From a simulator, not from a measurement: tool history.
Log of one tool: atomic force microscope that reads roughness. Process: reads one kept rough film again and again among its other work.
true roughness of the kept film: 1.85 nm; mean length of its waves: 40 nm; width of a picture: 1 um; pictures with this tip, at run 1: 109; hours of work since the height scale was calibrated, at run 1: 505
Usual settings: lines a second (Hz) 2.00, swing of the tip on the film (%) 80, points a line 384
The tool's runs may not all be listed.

run   hour  lines a second (Hz)  swing of the tip on the film (%)  points a line  pictures with this tip  hours of work since the height scale was calibrated  roughness of the kept film (nm (root mean square))
  1    0.0                 2.00                                80            384                     109                                                  505                                               1.501
  2   11.5                 2.00                                80            384                     123                                                  512                                               1.511
  3   22.9                 2.00                                85            384                     137                                                  519                                               1.442
  4   32.8                 2.00                                80            479                     150                                                  525                                               1.517
  5   47.9                 2.00                                80            479                     168                                                  534                                               1.504
  6   66.5                 2.00                                80            479                     191                                                  546                                               1.509
  7   80.3                 2.24                                80            384                     208                                                  555                                               1.468
      83.7  -- new tip fitted
  8   91.3                 2.28                                80            384                       9                                                  561                                               1.493
  9  108.8                 2.00                                80            357                      31                                                  572                                               1.520
 10  123.7                 2.00                                80            459                      49                                                  581                                               1.509
 11  145.3                 2.00                                80            459                      76                                                  595                                               1.507
 12  157.7                 0.90                                80            384                      91                                                  602                                               1.648
 13  171.6                 2.00                                80            515                     109                                                  611                                               1.503
 14  187.5                 2.00                                80            515                     128                                                  621                                               1.509
 15  204.2                 2.00                                80            384                     149                                                  631                                               1.500
 16  224.0                 2.00                                80            384                     173                                                  644                                               1.491
 17  233.3                 2.00                                80            384                     185                                                  650                                               1.496
 18  252.8                 2.00                                80            384                     209                                                  662                                               1.501
     256.2  -- new tip fitted
 19  266.4                 2.00                                80            384                      13                                                  670                                               1.530
 20  277.2                 2.00                                66            384                      26                                                  677                                               1.643
 21  287.2                 2.00                                66            384                      39                                                  683                                               1.648
 22  302.4                 2.00                                66            384                      57                                                  692                                               1.636
 23  323.0                 2.00                                66            384                      83                                                  705                                               1.637
 24  336.1                 0.55                                80            384                      99                                                  713                                               1.672
 25  347.2                 2.00                                80            384                     113                                                  720                                               1.501
 26  363.8                 2.00                                80            384                     133                                                  730                                               1.494
 27  384.4                 0.77                                80            813                     159                                                  743                                               1.655
 28  401.9                 3.58                                57            813                     180                                                  754                                               1.620
 29  412.0                 3.58                                57            813                     193                                                  760                                               1.612
     427.5  -- new tip fitted
 30  432.2                 3.58                                57            813                       6                                                  773                                               1.645
 31  454.0                 3.58                                57            813                      33                                                  786                                               1.641
 32  464.3                 3.58                                57            813                      46                                                  793                                               1.640
 33  477.1                 0.56                                62            857                      62                                                  801                                               1.748
 34  497.1                 0.52                                63            384                      86                                                  813                                               1.719
 35  513.7                 0.52                                63            384                     107                                                  823                                               1.729
 36  523.9                 0.52                                63            384                     119                                                  830                                               1.721
 37  534.1                 1.19                                63            632                     132                                                  836                                               1.687
 38  552.3                 0.72                                80            377                     155                                                  847                                               1.648
 39  572.1                 0.72                                80            377                     179                                                  860                                               1.647
 40  590.9                 0.72                                80            377                     202                                                  871                                               1.637
     598.9  -- new tip fitted
 41  613.2                 2.00                                76            309                      17                                                  885                                               1.555
 42  628.2                 0.55                                76            305                      36                                                  894                                               1.699
 43  648.9                 0.55                                76            305                      61                                                  907                                               1.690
 44  658.1                 0.55                                76            305                      73                                                  913                                               1.692
 45  677.2                 0.55                                76            305                      96                                                  925                                               1.678
 46  690.4                 3.94                                76            973                     112                                                  933                                               1.382
 47  711.4                 3.94                                76            973                     138                                                  946                                               1.368
 48  722.7                 2.00                                80            358                     152                                                  953                                               1.485
 49  737.4                 2.68                                64            358                     171                                                  962                                               1.586
 50  755.1                 2.68                                64            358                     192                                                  973                                               1.573
 51  764.4                 2.68                                59            260                     204                                                  979                                               1.616
     771.4  -- new tip fitted
 52  775.4                 1.27                                80            295                       5                                                  986                                               1.606

Hidden state or all else? Some run-to-run changes of roughness of the kept film (nm (root mean square)), split into what the settings, what came in and random variation would give without the hidden state, and what is left for the hidden state (with any gauge scatter that isn't in both results):
The hidden state here: radius of the tip, nm; height scale over the true one, %; drift of the gauge itself on roughness_nm, %.
Run 24 -> 25: lines a second (Hz) 0.55 -> 2.00. roughness of the kept film (nm (root mean square)) -0.171: hidden state +0.002, all else -0.173.
Run 26 -> 27: lines a second (Hz) 2.00 -> 0.77, points a line 384 -> 813. roughness of the kept film (nm (root mean square)) +0.161: hidden state -0.010, all else +0.171.
Run 29 -> 30: new tip fitted. roughness of the kept film (nm (root mean square)) +0.033: hidden state +0.037, all else -0.004.
Run 40 -> 41: lines a second (Hz) 0.72 -> 2.00, swing of the tip on the film (%) 80 -> 76, points a line 377 -> 309, new tip fitted. roughness of the kept film (nm (root mean square)) -0.082: hidden state +0.038, all else -0.120.
Run 45 -> 46: lines a second (Hz) 0.55 -> 3.94, points a line 305 -> 973. roughness of the kept film (nm (root mean square)) -0.296: hidden state +0.006, all else -0.302.
Run 51 -> 52: lines a second (Hz) 2.68 -> 1.27, swing of the tip on the film (%) 59 -> 80, points a line 260 -> 295, new tip fitted. roughness of the kept film (nm (root mean square)) -0.010: hidden state +0.036, all else -0.046.
